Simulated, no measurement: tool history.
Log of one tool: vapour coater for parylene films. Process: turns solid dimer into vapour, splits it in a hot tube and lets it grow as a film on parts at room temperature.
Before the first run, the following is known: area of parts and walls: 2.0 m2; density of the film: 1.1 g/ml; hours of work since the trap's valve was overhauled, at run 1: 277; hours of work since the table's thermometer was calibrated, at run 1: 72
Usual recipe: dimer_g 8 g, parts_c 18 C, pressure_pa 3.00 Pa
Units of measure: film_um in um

| run | day | dimer_g | parts_c | pressure_pa | hours of work since the trap's valve was overhauled | hours of work since the table's thermometer was calibrated | film_um |
|---|---|---|---|---|---|---|---|
| 1 | 0.000 | 8 | 18 | 3.00 | 277 | 72 | 2.20 |
| 2 | 2.508 | 8 | 12 | 3.00 | 308 | 103 | 2.75 |
| 3 | 4.025 | 8 | 18 | 7.80 | 327 | 122 | 1.90 |
| 4 | 6.254 | 8 | 18 | 7.80 | 354 | 149 | 1.85 |
| 5 | 7.825 | 8 | 18 | 7.80 | 373 | 169 | 1.88 |
| 6 | 9.800 | 8 | 18 | 3.00 | 398 | 193 | 2.19 |
| 7 | 11.142 | 8 | 18 | 3.00 | 414 | 209 | 2.18 |
|  | 14.233 | trap's valve overhauled |
| 8 | 14.279 | 12 | 12 | 5.92 | 1 | 246 | 3.84 |
| 9 | 16.517 | 12 | 12 | 5.92 | 28 | 273 | 3.87 |
| 10 | 18.988 | 9 | 18 | 9.19 | 58 | 304 | 2.13 |
| 11 | 21.954 | 4 | 17 | 9.19 | 95 | 340 | 0.99 |
| 12 | 24.529 | 4 | 17 | 9.19 | 126 | 372 | 0.96 |
| 13 | 27.558 | 4 | 17 | 9.19 | 164 | 409 | 1.01 |
| 14 | 29.617 | 14 | 18 | 8.75 | 189 | 434 | 3.29 |

5 options for the next run, each taken on its own from the tool as it stands now. Forecast them:
| A | 31.558 | 7 | 14 | 4.88 | 213 | 458 | ? |
| B | 31.558 | 8 | 18 | 11.63 | 213 | 458 | ? |
| C | 31.558 | 12 | 20 | 3.00 | 213 | 458 | ? |
| D | 31.558 | 4 | 15 | 8.29 | 213 | 458 | ? |
| E | 31.558 | 8 | 11 | 3.00 | 213 | 458 | ? |

| run | film_um |
|---|---|
| A | 2.09 |
| B | 1.77 |
| C | 3.13 |
| D | 1.05 |
| E | 2.89 |
The same runs, with their run-to-run variation unchanged, on a tool lacking any hidden condition would have given:
| run | film_um |
|---|---|
| A | 2.16 |
| B | 1.83 |
| C | 3.23 |
| D | 1.08 |
| E | 2.98 |
